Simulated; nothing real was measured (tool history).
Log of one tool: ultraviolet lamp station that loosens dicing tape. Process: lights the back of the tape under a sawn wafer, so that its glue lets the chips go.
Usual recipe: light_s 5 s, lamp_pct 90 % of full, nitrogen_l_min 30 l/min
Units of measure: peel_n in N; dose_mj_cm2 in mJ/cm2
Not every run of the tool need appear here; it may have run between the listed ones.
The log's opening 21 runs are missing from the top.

| run | hour | light_s | lamp_pct | nitrogen_l_min | hours of work of the lamp | hours of work since the window was cleaned | peel_n | dose_mj_cm2 |
|---|---|---|---|---|---|---|---|---|
| 22 | 158.1 | 5 | 80 | 30 | 119 | 175 | 0.437 | 295 |
| 23 | 163.1 | 5 | 75 | 48 | 122 | 178 | 0.402 | 276 |
| 24 | 170.5 | 5 | 86 | 20 | 128 | 184 | 0.461 | 309 |
| 25 | 174.9 | 5 | 86 | 20 | 131 | 187 | 0.448 | 311 |
| 26 | 181.5 | 5 | 86 | 20 | 136 | 192 | 0.438 | 313 |
| 27 | 185.4 | 2 | 61 | 11 | 139 | 195 | 4.383 | 92 |
| 28 | 193.4 | 6 | 61 | 30 | 145 | 201 | 0.523 | 265 |
| 29 | 200.6 | 9 | 74 | 14 | 150 | 206 | 0.224 | 482 |
| 30 | 205.2 | 3 | 84 | 39 | 153 | 209 | 1.086 | 181 |
| 31 | 211.0 | 3 | 84 | 39 | 158 | 214 | 1.109 | 184 |
| 32 | 215.9 | 4 | 65 | 10 | 161 | 217 | 1.874 | 186 |
| 33 | 222.1 | 5 | 66 | 22 | 166 | 222 | 0.790 | 234 |
| 34 | 230.5 | 3 | 74 | 12 | 172 | 228 | 2.317 | 157 |
| 35 | 237.8 | 7 | 90 | 30 | 177 | 233 | 0.196 | 453 |
| 36 | 245.9 | 7 | 90 | 30 | 183 | 239 | 0.193 | 448 |
| 37 | 251.5 | 7 | 90 | 30 | 187 | 243 | 0.195 | 447 |
| 38 | 259.3 | 7 | 90 | 30 | 193 | 249 | 0.192 | 445 |
| 39 | 264.9 | 7 | 90 | 30 | 197 | 253 | 0.204 | 445 |
| 40 | 270.5 | 8 | 71 | 9 | 201 | 257 | 0.418 | 403 |
| 41 | 278.1 | 3 | 94 | 57 | 207 | 263 | 0.810 | 198 |
| 42 | 286.4 | 9 | 79 | 30 | 213 | 269 | 0.180 | 504 |
| 43 | 290.9 | 2 | 96 | 30 | 216 | 272 | 2.072 | 134 |
| 44 | 295.4 | 3 | 76 | 12 | 220 | 276 | 2.334 | 157 |

3 options for the next run, each taken on its own from the tool as it stands now. Forecast them:
| A | 302.1 | 4 | 90 | 10 | 225 | 281 | ? | ? |
| B | 302.1 | 6 | 76 | 15 | 225 | 281 | ? | ? |
| C | 302.1 | 3 | 90 | 9 | 225 | 281 | ? | ? |

| run | peel_n | dose_mj_cm2 |
|---|---|---|
| A | 1.116 | 250 |
| B | 0.499 | 322 |
| C | 1.954 | 192 |
With no hidden state in the tool, these same runs would have given:
| run | peel_n | dose_mj_cm2 |
|---|---|---|
| A | 0.832 | 287 |
| B | 0.362 | 368 |
| C | 1.551 | 220 |
